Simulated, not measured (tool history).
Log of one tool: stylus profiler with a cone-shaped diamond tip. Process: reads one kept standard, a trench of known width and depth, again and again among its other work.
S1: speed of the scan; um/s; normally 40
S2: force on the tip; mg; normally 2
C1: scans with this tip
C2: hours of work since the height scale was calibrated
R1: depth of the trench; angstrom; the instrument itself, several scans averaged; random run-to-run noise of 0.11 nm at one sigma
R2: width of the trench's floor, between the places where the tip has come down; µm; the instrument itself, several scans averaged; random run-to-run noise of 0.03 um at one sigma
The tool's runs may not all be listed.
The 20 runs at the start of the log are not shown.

{"run": 21, "day": 10.646, "S1": 109, "S2": 0.68, "C1": 4385, "C2": 467, "R1": 2002.8, "R2": 47.39}
{"run": 22, "day": 11.175, "S1": 109, "S2": 0.68, "C1": 4449, "C2": 474, "R1": 2004, "R2": 47.39}
{"run": 23, "day": 11.8, "S1": 109, "S2": 0.79, "C1": 4524, "C2": 482, "R1": 2006, "R2": 47.41}
{"run": 24, "day": 12.304, "S1": 43, "S2": 1.32, "C1": 4585, "C2": 488, "R1": 2008.4, "R2": 47.63}
{"run": 25, "day": 12.904, "S1": 16, "S2": 1.54, "C1": 4656, "C2": 496, "R1": 2008, "R2": 47.71}
{"run": 26, "day": 13.367, "S1": 16, "S2": 1.54, "C1": 4712, "C2": 502, "R1": 2010.1, "R2": 47.68}
{"run": 27, "day": 13.792, "S1": 16, "S2": 1.54, "C1": 4763, "C2": 507, "R1": 2009.5, "R2": 47.65}
{"run": 28, "day": 14.204, "S1": 18, "S2": 1.37, "C1": 4812, "C2": 512, "R1": 2006.5, "R2": 47.66}
{"run": 29, "day": 14.858, "S1": 15, "S2": 1.58, "C1": 4891, "C2": 521, "R1": 2008.9, "R2": 47.75}
{"run": 30, "day": 15.575, "S1": 77, "S2": 0.85, "C1": 4977, "C2": 530, "R1": 2004.9, "R2": 47.5}
{"run": 31, "day": 16.204, "S1": 10, "S2": 5.46, "C1": 5052, "C2": 538, "R1": 2023.6, "R2": 47.72}
{"run": 32, "day": 16.7, "S1": 69, "S2": 5.52, "C1": 5112, "C2": 544, "R1": 2023.6, "R2": 47.58}
{"run": 33, "day": 17.129, "S1": 69, "S2": 5.52, "C1": 5163, "C2": 550, "R1": 2023.9, "R2": 47.62}
{"run": 34, "day": 17.833, "S1": 34, "S2": 3.39, "C1": 5248, "C2": 559, "R1": 2017.5, "R2": 47.62}
{"run": 35, "day": 18.35, "S1": 34, "S2": 3.39, "C1": 5309, "C2": 565, "R1": 2016.6, "R2": 47.67}
{"run": 36, "day": 18.962, "S1": 48, "S2": 0.7, "C1": 5383, "C2": 573, "R1": 2003.8, "R2": 47.53}
{"run": 37, "day": 19.433, "S1": 48, "S2": 0.7, "C1": 5440, "C2": 579, "R1": 2005.1, "R2": 47.55}
{"run": 38, "day": 20.05, "S1": 40, "S2": 4.53, "C1": 5514, "C2": 587, "R1": 2019.9, "R2": 47.64}
{"run": 39, "day": 20.433, "S1": 40, "S2": 4.53, "C1": 5560, "C2": 592, "R1": 2021.3, "R2": 47.6}
{"run": 40, "day": 20.883, "S1": 40, "S2": 4.53, "C1": 5614, "C2": 598, "R1": 2022.4, "R2": 47.66}

4 ways to go on from here, each from the tool as it stands after run 40. What would each give?
{"run": "A", "day": 21.471, "S1": 154, "S2": 2, "C1": 5684, "C2": 605, "R1": "?", "R2": "?"}
{"run": "B", "day": 21.471, "S1": 70, "S2": 2.46, "C1": 5684, "C2": 605, "R1": "?", "R2": "?"}
{"run": "C", "day": 21.471, "S1": 16, "S2": 0.68, "C1": 5684, "C2": 605, "R1": "?", "R2": "?"}
{"run": "D", "day": 21.471, "S1": 23, "S2": 4.53, "C1": 5684, "C2": 605, "R1": "?", "R2": "?"}

run=A R1=2011 R2=47.37
run=B R1=2011.4 R2=47.55
run=C R1=2003.5 R2=47.59
run=D R1=2021.8 R2=47.69
Stripped of hidden state, with their random variation kept, the same runs would have yielded:
run=A R1=2015.4 R2=47.73
run=B R1=2015.8 R2=47.9
run=C R1=2007.9 R2=47.94
run=D R1=2026.3 R2=48.04
